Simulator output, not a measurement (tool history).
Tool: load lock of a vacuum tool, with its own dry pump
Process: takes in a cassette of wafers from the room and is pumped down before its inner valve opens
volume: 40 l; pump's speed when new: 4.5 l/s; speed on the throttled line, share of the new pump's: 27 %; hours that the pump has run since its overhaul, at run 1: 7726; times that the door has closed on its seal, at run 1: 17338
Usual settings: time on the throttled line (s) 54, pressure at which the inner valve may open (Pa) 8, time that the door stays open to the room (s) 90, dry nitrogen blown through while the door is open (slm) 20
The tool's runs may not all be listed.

run	hour	time on the throttled line (s)	pressure at which the inner valve may open (Pa)	time that the door stays open to the room (s)	dry nitrogen blown through while the door is open (slm)	hours that the pump has run since its overhaul	times that the door has closed on its seal	incoming humidity of the room's air, %	time from the closed door until the inner valve may open (s)	rise of the pressure with all valves shut (Pa/min)
1	0.0	54	8	90	20	7726	17338	43.7	136.9	0.130
2	301.9	54	8	90	20	8028	17805	44.3	138.1	0.142
3	693.8	54	8	90	20	8420	18412	44.6	139.4	0.145
4	1114.1	30	8	90	20	8840	19062	46.3	124.5	0.150
5	1390.9	30	8	90	20	9117	19491	43.1	125.7	0.153
# hour 1715.6: dry pump taken out, an overhauled one fitted
6	1717.6	89	8	90	20	2	19987	43.2	149.4	0.162
7	2005.6	54	8	90	20	290	20432	45.7	123.7	0.160
8	2318.9	54	8	90	20	603	20917	42.7	123.0	0.173
9	2619.0	54	8	90	20	903	21382	44.3	124.6	0.181
10	2874.3	54	8	90	20	1159	21777	44.7	123.5	0.181
11	3269.2	54	8	90	20	1554	22388	42.3	123.9	0.181
12	3646.6	54	8	90	20	1931	22972	44.7	125.7	0.189
13	3830.5	33	14	80	20	2115	23256	47.8	106.9	0.194
14	4103.5	33	14	80	20	2388	23679	40.9	107.4	0.200
15	4411.6	57	14	80	6	2696	24155	48.5	124.0	0.225
16	4728.9	45	9	90	20	3013	24646	44.9	120.6	0.212
17	4944.3	45	8	90	10	3229	24980	46.4	122.8	0.231
18	5123.5	45	14	90	10	3408	25257	45.9	117.2	0.233
19	5383.9	43	9	90	6	3668	25660	47.7	120.6	0.252
20	5601.1	105	7	67	20	3886	25996	42.8	166.8	0.222
21	5899.7	105	7	67	20	4184	26458	42.7	168.5	0.223
22	6308.3	105	7	67	20	4593	27090	46.2	168.5	0.231
23	6634.0	105	7	67	20	4918	27594	45.8	169.7	0.244
24	7013.0	54	9	90	10	5297	28181	46.8	132.8	0.269

Forecast each of these 4 alternatives for the next run:
A	7306.6	94	9	76	20	5591	28635	47.1	?	?
B	7306.6	60	9	210	7	5591	28635	44.6	?	?
C	7306.6	62	8	90	20	5591	28635	46.8	?	?
D	7306.6	54	7	33	5	5591	28635	45.8	?	?

run	time from the closed door until the inner valve may open (s)	rise of the pressure with all valves shut (Pa/min)
A	159.8	0.252
B	137.2	0.326
C	138.8	0.251
D	134.2	0.251
Without the tool's hidden state the same runs would have given:
run	time from the closed door until the inner valve may open (s)	rise of the pressure with all valves shut (Pa/min)
A	150.7	0.029
B	126.7	0.097
C	128.1	0.025
D	123.1	0.026
